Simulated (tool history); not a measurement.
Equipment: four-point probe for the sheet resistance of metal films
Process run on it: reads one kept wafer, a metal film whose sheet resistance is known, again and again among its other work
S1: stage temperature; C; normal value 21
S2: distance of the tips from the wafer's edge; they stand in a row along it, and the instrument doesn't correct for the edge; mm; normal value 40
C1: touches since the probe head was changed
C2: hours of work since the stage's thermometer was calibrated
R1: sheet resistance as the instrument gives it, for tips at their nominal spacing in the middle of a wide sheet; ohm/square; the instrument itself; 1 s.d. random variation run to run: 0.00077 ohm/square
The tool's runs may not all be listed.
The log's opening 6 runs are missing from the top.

run,hour,S1,S2,C1,C2,R1
7,418.8,23,40,114954,914,3.776624
8,489.2,23,40,118369,960,3.775952
9,553.3,23,40,121475,1003,3.772703
10,615,21,40,124468,1043,3.781486
11,654,21,40,126361,1069,3.781017
12,721.6,21,40,129638,1113,3.780766
13,805.5,21,7,133703,1169,3.820686
14,892.3,21,40,137912,1226,3.779711
15,952.5,21,65,140832,1265,3.77697
16,1040.9,22,65,145121,1324,3.774443
17,1109.5,21,61,148447,1369,3.775474
18,1170.8,21,40,151421,1409,3.777308
19,1232.4,21,40,154403,1450,3.776148
20,1271.2,21,40,156286,1475,3.775951
21,1338.2,21,40,159534,1519,3.775851
22,1419.6,21,40,163485,1573,3.774748

For run 23, what comes out?
23,1500.3,31,39,167397,1626,?

{"run 23": {"R1": 3.735087}}
With the hidden condition absent and the run-to-run variation left alone, this run would have shown R1 3.79061 ohm/square.

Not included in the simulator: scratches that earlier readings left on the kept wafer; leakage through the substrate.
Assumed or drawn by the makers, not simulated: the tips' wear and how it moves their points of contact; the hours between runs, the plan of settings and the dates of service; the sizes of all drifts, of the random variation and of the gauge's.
